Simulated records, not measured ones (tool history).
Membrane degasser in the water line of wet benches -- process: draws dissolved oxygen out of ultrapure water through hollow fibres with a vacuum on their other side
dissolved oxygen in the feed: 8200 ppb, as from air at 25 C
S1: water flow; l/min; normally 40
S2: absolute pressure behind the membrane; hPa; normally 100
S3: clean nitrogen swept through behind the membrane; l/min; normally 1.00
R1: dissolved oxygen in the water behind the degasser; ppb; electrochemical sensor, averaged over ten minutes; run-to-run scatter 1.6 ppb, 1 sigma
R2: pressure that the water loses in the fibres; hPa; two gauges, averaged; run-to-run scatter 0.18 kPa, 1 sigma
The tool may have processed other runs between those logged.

run     day  S1   S2    S3      R1     R2
  1   0.000  40  100  1.00   524.1  341.4
  2   2.108  40  100  1.00   526.5  338.9
  3   4.579  40   65  1.00   265.2  340.9
  4   5.879  40   65  1.00   265.3  340.4
  5   7.050  40   65  1.00   264.0  337.3
  6   8.438  40  100  0.51   836.6  339.6
  7   9.583  40  100  1.00   522.5  336.9
  8  11.008  40  100  1.00   524.1  339.6
  9  12.700  40  100  1.00   523.3  338.6
 10  15.104  62  100  1.00   746.7  525.8
 11  16.408  40  100  1.00   524.8  338.5
 12  17.871  40  100  1.00   523.4  333.7
 13  18.992  40  100  1.00   524.8  333.7
 14  20.821  40  100  1.00   523.3  336.7
 15  22.092  31  100  1.00   427.8  258.3
 16  24.583  40  141  2.78   354.1  335.6
 17  25.667  34   69  1.73   162.7  281.9
 18  27.642  55  124  0.74  1083.5  457.4
 19  28.892  63  103  2.47   416.5  520.3
     30.900  -- gauge calibrated
 20  31.071  63  103  2.47   415.5  537.8
 21  32.821  39   95  1.44   359.1  331.5
 22  34.158  40  100  0.50   852.2  342.2
 23  36.675  58  100  2.04   424.0  495.1

Selected run-to-run steps in R2, each split into two signed amounts: the part the tool would show with no hidden state at all (from settings, incoming material and random variation), and the remainder, which goes to the hidden state together with any gauge scatter not common to the measured and the hidden-state-free results:
Hidden conditions of the tool in this case: membrane still open, %; true pressure behind the membrane over the reading, kPa; air that leaks in behind the membrane, l/min; drift of the gauge itself on oxygen_ppb, %; drift of the gauge itself on loss_of_pressure_kpa, %.
Run 10 -> 11: S1 62 -> 40. R2 -187.3 hPa: hidden state +2.1, all else -189.4.
Run 17 -> 18: S1 34 -> 55, S2 69 -> 124, S3 1.73 -> 0.74. R2 +175.5 hPa: hidden state -5.0, all else +180.5.
Run 19 -> 20: gauge calibrated. R2 +17.5 hPa: hidden state +14.1, all else +3.4.
Run 20 -> 21: S1 63 -> 39, S2 103 -> 95, S3 2.47 -> 1.44. R2 -206.3 hPa: hidden state -0.5, all else -205.8.
